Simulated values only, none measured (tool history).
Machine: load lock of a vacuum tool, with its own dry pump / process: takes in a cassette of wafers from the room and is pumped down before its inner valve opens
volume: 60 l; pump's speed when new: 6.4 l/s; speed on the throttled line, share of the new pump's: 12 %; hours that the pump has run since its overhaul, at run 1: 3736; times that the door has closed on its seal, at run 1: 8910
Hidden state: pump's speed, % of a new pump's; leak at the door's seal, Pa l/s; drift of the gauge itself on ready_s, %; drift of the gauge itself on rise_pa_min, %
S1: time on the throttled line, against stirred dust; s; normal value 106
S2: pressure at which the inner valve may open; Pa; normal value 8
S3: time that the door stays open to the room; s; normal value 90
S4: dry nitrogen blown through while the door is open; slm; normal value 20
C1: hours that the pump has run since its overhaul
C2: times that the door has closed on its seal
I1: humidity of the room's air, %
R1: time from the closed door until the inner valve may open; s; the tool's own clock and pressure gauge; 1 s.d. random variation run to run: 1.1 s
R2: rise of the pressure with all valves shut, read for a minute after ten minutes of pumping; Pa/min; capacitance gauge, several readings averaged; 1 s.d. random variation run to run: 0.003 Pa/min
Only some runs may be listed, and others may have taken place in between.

{"run": 1, "day": 0.0, "S1": 106, "S2": 8, "S3": 90, "S4": 20, "C1": 3736, "C2": 8910, "I1": 46.2, "R1": 187.3, "R2": 0.05}
{"run": 2, "day": 4.975, "S1": 106, "S2": 8, "S3": 90, "S4": 20, "C1": 3855, "C2": 9484, "I1": 41.4, "R1": 185.1, "R2": 0.041}
{"run": 3, "day": 10.542, "S1": 106, "S2": 8, "S3": 90, "S4": 20, "C1": 3989, "C2": 10125, "I1": 42.7, "R1": 189.9, "R2": 0.043}
{"run": 4, "day": 21.708, "S1": 106, "S2": 8, "S3": 90, "S4": 20, "C1": 4257, "C2": 11412, "I1": 45.4, "R1": 188.4, "R2": 0.044}
{"run": 5, "day": 28.5, "S1": 106, "S2": 8, "S3": 90, "S4": 20, "C1": 4420, "C2": 12194, "I1": 43.4, "R1": 189.2, "R2": 0.052}
{"run": 6, "day": 36.292, "S1": 106, "S2": 7, "S3": 90, "S4": 20, "C1": 4607, "C2": 13092, "I1": 42.9, "R1": 191.6, "R2": 0.051}
{"run": 7, "day": 43.704, "S1": 106, "S2": 7, "S3": 90, "S4": 20, "C1": 4785, "C2": 13946, "I1": 43.3, "R1": 191.7, "R2": 0.052}
{"run": 8, "day": 52.583, "S1": 106, "S2": 7, "S3": 90, "S4": 20, "C1": 4998, "C2": 14969, "I1": 44.0, "R1": 191.0, "R2": 0.059}
{"run": 9, "day": 58.967, "S1": 106, "S2": 8, "S3": 32, "S4": 20, "C1": 5151, "C2": 15705, "I1": 44.9, "R1": 189.8, "R2": 0.042}
{"run": 10, "day": 69.312, "S1": 106, "S2": 8, "S3": 32, "S4": 20, "C1": 5399, "C2": 16897, "I1": 44.5, "R1": 187.7, "R2": 0.049}
{"run": 11, "day": 80.317, "S1": 106, "S2": 8, "S3": 32, "S4": 20, "C1": 5663, "C2": 18165, "I1": 47.1, "R1": 189.2, "R2": 0.054}
{"run": 12, "day": 89.079, "S1": 59, "S2": 8, "S3": 165, "S4": 5, "C1": 5874, "C2": 19174, "I1": 47.8, "R1": 149.8, "R2": 0.104}
{"run": 13, "day": 95.767, "S1": 59, "S2": 8, "S3": 165, "S4": 5, "C1": 6034, "C2": 19945, "I1": 46.1, "R1": 150.8, "R2": 0.096}

For run 14, what comes out?
{"run": 14, "day": 107.458, "S1": 127, "S2": 8, "S3": 155, "S4": 5, "C1": 6315, "C2": 21292, "I1": 42.5, "R1": "?", "R2": "?"}

R1: 208.8 s
R2: 0.097 Pa/min
Had the tool carried no hidden state, the very same run would have given R1 199.2 s, R2 0.060 Pa/min.
